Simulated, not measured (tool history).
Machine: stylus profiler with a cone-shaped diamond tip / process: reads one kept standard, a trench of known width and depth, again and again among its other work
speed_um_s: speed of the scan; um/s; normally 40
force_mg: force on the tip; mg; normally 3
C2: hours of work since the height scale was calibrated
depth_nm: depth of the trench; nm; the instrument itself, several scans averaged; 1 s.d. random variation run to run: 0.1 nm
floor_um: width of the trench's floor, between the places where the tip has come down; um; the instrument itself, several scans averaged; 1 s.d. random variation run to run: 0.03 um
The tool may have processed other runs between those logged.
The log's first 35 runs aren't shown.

Run 36, hour 967: usual settings but speed_um_s 12 um/s, force_mg 4.83 mg; scans with this tip 7501; C2 960. Result: depth_nm 1020.55 nm, floor_um 23.94 um.
Run 37, hour 1001.8: usual settings but speed_um_s 12 um/s, force_mg 4.83 mg; scans with this tip 7659; C2 980. Result: depth_nm 1020.41 nm, floor_um 23.9 um.
Run 38, hour 1029.5: usual settings but speed_um_s 11 um/s, force_mg 2.74 mg; scans with this tip 7786; C2 996. Result: depth_nm 1014 nm, floor_um 23.96 um.
Run 39, hour 1056.7: usual settings but speed_um_s 36 um/s, force_mg 1.67 mg; scans with this tip 7910; C2 1012. Result: depth_nm 1010.11 nm, floor_um 23.77 um.
Run 40, hour 1074.6: usual settings but speed_um_s 27 um/s, force_mg 3.98 mg; scans with this tip 7991; C2 1022. Result: depth_nm 1018.08 nm, floor_um 23.91 um.
Run 41, hour 1111.5: usual settings but speed_um_s 117 um/s; scans with this tip 8159; C2 1044. Result: depth_nm 1014.85 nm, floor_um 23.49 um.
Run 42, hour 1128.5: usual settings but speed_um_s 56 um/s, force_mg 4.65 mg; scans with this tip 8237; C2 1054. Result: depth_nm 1019.99 nm, floor_um 23.82 um.
Run 43, hour 1152.2: usual settings but speed_um_s 34 um/s, force_mg 4.84 mg; scans with this tip 8345; C2 1068. Result: depth_nm 1020.36 nm, floor_um 23.86 um.
Run 44, hour 1177.6: usual settings but speed_um_s 68 um/s, force_mg 3.07 mg; scans with this tip 8460; C2 1083. Result: depth_nm 1015.14 nm, floor_um 23.73 um.
Run 45, hour 1209.9: usual settings but speed_um_s 62 um/s, force_mg 1.15 mg; scans with this tip 8608; C2 1101. Result: depth_nm 1007.92 nm, floor_um 23.54 um.
Run 46, hour 1246.7: usual settings but speed_um_s 119 um/s, force_mg 8.55 mg; scans with this tip 8775; C2 1123. Result: depth_nm 1030.22 nm, floor_um 23.69 um.
Run 47, hour 1279.4: usual settings but speed_um_s 119 um/s, force_mg 8.55 mg; scans with this tip 8925; C2 1142. Result: depth_nm 1029.97 nm, floor_um 23.66 um.

Forecast each of these 3 alternatives for the next run:
Run A, hour 1309: usual settings but force_mg 3.5 mg; scans with this tip 9059; C2 1159. Result: depth_nm ?, floor_um ?.
Run B, hour 1309: usual settings but speed_um_s 123 um/s, force_mg 8.55 mg; scans with this tip 9059; C2 1159. Result: depth_nm ?, floor_um ?.
Run C, hour 1309: usual settings but speed_um_s 27 um/s, force_mg 6.83 mg; scans with this tip 9059; C2 1159. Result: depth_nm ?, floor_um ?.

run  depth_nm  floor_um
  A   1016.42     23.78
  B   1030.05     23.69
  C   1025.77     23.86
What these runs would have given with no unlogged condition in the tool:
run  depth_nm  floor_um
  A   1016.41     23.79
  B   1030.04      23.7
  C   1025.76     23.87

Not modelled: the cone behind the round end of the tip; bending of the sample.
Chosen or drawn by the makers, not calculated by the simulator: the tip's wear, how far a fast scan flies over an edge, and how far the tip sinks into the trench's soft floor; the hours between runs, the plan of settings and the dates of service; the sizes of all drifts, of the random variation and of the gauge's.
